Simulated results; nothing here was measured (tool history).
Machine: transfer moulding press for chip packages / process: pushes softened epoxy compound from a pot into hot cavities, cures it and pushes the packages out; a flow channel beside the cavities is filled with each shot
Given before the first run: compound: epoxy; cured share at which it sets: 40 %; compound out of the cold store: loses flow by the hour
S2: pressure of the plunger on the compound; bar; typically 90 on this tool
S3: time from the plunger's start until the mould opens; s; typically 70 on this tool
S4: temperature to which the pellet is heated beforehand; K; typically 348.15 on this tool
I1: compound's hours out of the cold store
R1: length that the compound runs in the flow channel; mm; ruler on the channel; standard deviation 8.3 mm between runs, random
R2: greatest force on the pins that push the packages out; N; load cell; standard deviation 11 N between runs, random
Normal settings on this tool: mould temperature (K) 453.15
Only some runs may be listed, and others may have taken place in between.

{"run": 1, "hour": 0.0, "mould temperature (K)": 453.15, "S2": 90, "S3": 70, "S4": 348.15, "I1": 40.6, "R1": 882, "R2": 836}
{"hour": 6.1, "done": "cavities cleaned with cleaning compound and waxed"}
{"run": 2, "hour": 39.8, "mould temperature (K)": 453.15, "S2": 90, "S3": 70, "S4": 348.15, "I1": 37.6, "R1": 865, "R2": 748}
{"run": 3, "hour": 69.3, "mould temperature (K)": 453.15, "S2": 90, "S3": 70, "S4": 348.15, "I1": 47.5, "R1": 834, "R2": 840}
{"hour": 78.3, "done": "cavities cleaned with cleaning compound and waxed"}
{"run": 4, "hour": 118.9, "mould temperature (K)": 453.15, "S2": 90, "S3": 70, "S4": 348.15, "I1": 13.8, "R1": 966, "R2": 863}
{"hour": 140.3, "done": "mould's thermocouples calibrated"}
{"run": 5, "hour": 143.2, "mould temperature (K)": 453.15, "S2": 90, "S3": 70, "S4": 348.15, "I1": 15.5, "R1": 949, "R2": 863}
{"hour": 152.3, "done": "cavities cleaned with cleaning compound and waxed"}
{"run": 6, "hour": 187.1, "mould temperature (K)": 453.15, "S2": 95.3, "S3": 70, "S4": 348.15, "I1": 27.2, "R1": 930, "R2": 753}
{"hour": 224.7, "done": "cavities cleaned with cleaning compound and waxed"}
{"run": 7, "hour": 225.6, "mould temperature (K)": 453.15, "S2": 95.3, "S3": 70, "S4": 348.15, "I1": 35.4, "R1": 890, "R2": 536}
{"run": 8, "hour": 255.6, "mould temperature (K)": 453.15, "S2": 90, "S3": 70, "S4": 348.15, "I1": 9.6, "R1": 960, "R2": 766}
{"hour": 274.6, "done": "mould's thermocouples calibrated, once more"}
{"run": 9, "hour": 290.8, "mould temperature (K)": 453.15, "S2": 86.8, "S3": 70, "S4": 348.15, "I1": 27.1, "R1": 866, "R2": 840}
{"hour": 298.8, "done": "cavities cleaned with cleaning compound and waxed"}
{"run": 10, "hour": 319.4, "mould temperature (K)": 453.15, "S2": 86.8, "S3": 70, "S4": 348.15, "I1": 40.6, "R1": 817, "R2": 709}
{"run": 11, "hour": 347.7, "mould temperature (K)": 453.15, "S2": 86.8, "S3": 70, "S4": 348.15, "I1": 32.1, "R1": 844, "R2": 839}
{"hour": 370.1, "done": "cavities cleaned with cleaning compound and waxed"}
{"hour": 379.3, "done": "plunger's sealing rings changed"}
{"run": 12, "hour": 379.7, "mould temperature (K)": 453.15, "S2": 90, "S3": 90, "S4": 348.15, "I1": 30.9, "R1": 923, "R2": 480}
{"run": 13, "hour": 403.3, "mould temperature (K)": 453.15, "S2": 90, "S3": 90, "S4": 348.15, "I1": 45.9, "R1": 864, "R2": 605}
{"hour": 444.0, "done": "cavities cleaned with cleaning compound and waxed"}
{"run": 14, "hour": 454.4, "mould temperature (K)": 453.15, "S2": 90, "S3": 90, "S4": 348.15, "I1": 8.3, "R1": 1018, "R2": 505}
{"run": 15, "hour": 475.7, "mould temperature (K)": 453.15, "S2": 82, "S3": 109, "S4": 346.15, "I1": 41.8, "R1": 817, "R2": 602}
{"hour": 516.7, "done": "cavities cleaned with cleaning compound and waxed"}
{"run": 16, "hour": 517.0, "mould temperature (K)": 453.15, "S2": 82, "S3": 109, "S4": 346.15, "I1": 37.5, "R1": 831, "R2": 400}
{"run": 17, "hour": 547.4, "mould temperature (K)": 457.15, "S2": 82, "S3": 53, "S4": 346.15, "I1": 45.4, "R1": 786, "R2": 1060}
{"run": 18, "hour": 569.5, "mould temperature (K)": 451.15, "S2": 87.1, "S3": 57, "S4": 354.15, "I1": 43.6, "R1": 836, "R2": 1442}
{"hour": 588.3, "done": "cavities cleaned with cleaning compound and waxed"}
{"run": 19, "hour": 620.8, "mould temperature (K)": 446.15, "S2": 78.4, "S3": 78, "S4": 345.15, "I1": 22.1, "R1": 892, "R2": 952}
{"run": 20, "hour": 643.9, "mould temperature (K)": 453.15, "S2": 71.9, "S3": 72, "S4": 350.15, "I1": 32.7, "R1": 774, "R2": 795}
{"hour": 661.9, "done": "cavities cleaned with cleaning compound and waxed"}
{"run": 21, "hour": 678.5, "mould temperature (K)": 445.15, "S2": 79.8, "S3": 91, "S4": 340.15, "I1": 20.8, "R1": 895, "R2": 669}
{"run": 22, "hour": 709.6, "mould temperature (K)": 447.15, "S2": 90, "S3": 74, "S4": 348.15, "I1": 17.8, "R1": 944, "R2": 1063}
{"hour": 733.4, "done": "cavities cleaned with cleaning compound and waxed"}
{"run": 23, "hour": 743.6, "mould temperature (K)": 449.15, "S2": 105.2, "S3": 93, "S4": 348.15, "I1": 47.8, "R1": 866, "R2": 519}
{"run": 24, "hour": 786.4, "mould temperature (K)": 449.15, "S2": 105.2, "S3": 93, "S4": 348.15, "I1": 42.8, "R1": 895, "R2": 694}
{"hour": 801.0, "done": "plunger's sealing rings changed"}
{"hour": 806.2, "done": "cavities cleaned with cleaning compound and waxed"}
{"run": 25, "hour": 827.9, "mould temperature (K)": 453.15, "S2": 90, "S3": 54, "S4": 348.15, "I1": 23, "R1": 945, "R2": 1323}
{"run": 26, "hour": 861.7, "mould temperature (K)": 453.15, "S2": 90, "S3": 70, "S4": 357.15, "I1": 13.5, "R1": 994, "R2": 847}
{"hour": 878.3, "done": "cavities cleaned with cleaning compound and waxed"}
{"run": 27, "hour": 905.4, "mould temperature (K)": 449.15, "S2": 90, "S3": 70, "S4": 348.15, "I1": 16.5, "R1": 991, "R2": 953}

Below are 5 alternative next runs, each starting from the tool's condition after run 27. Predict each:
{"run": "A", "hour": 928.0, "mould temperature (K)": 453.15, "S2": 90, "S3": 70, "S4": 344.15, "I1": 32.4, "R1": "?", "R2": "?"}
{"run": "B", "hour": 928.0, "mould temperature (K)": 449.15, "S2": 106.8, "S3": 70, "S4": 348.15, "I1": 12.9, "R1": "?", "R2": "?"}
{"run": "C", "hour": 928.0, "mould temperature (K)": 453.15, "S2": 90, "S3": 85, "S4": 348.15, "I1": 37.1, "R1": "?", "R2": "?"}
{"run": "D", "hour": 928.0, "mould temperature (K)": 453.15, "S2": 101.4, "S3": 85, "S4": 348.15, "I1": 45.1, "R1": "?", "R2": "?"}
{"run": "E", "hour": 928.0, "mould temperature (K)": 453.15, "S2": 85.9, "S3": 70, "S4": 348.15, "I1": 24.8, "R1": "?", "R2": "?"}

run=A R1=878 R2=841
run=B R1=1097 R2=1067
run=C R1=875 R2=693
run=D R1=898 R2=672
run=E R1=918 R2=842
Without the tool's unlogged condition, the same runs would have read:
run=A R1=904 R2=534
run=B R1=1129 R2=699
run=C R1=900 R2=428
run=D R1=924 R2=416
run=E R1=944 R2=538
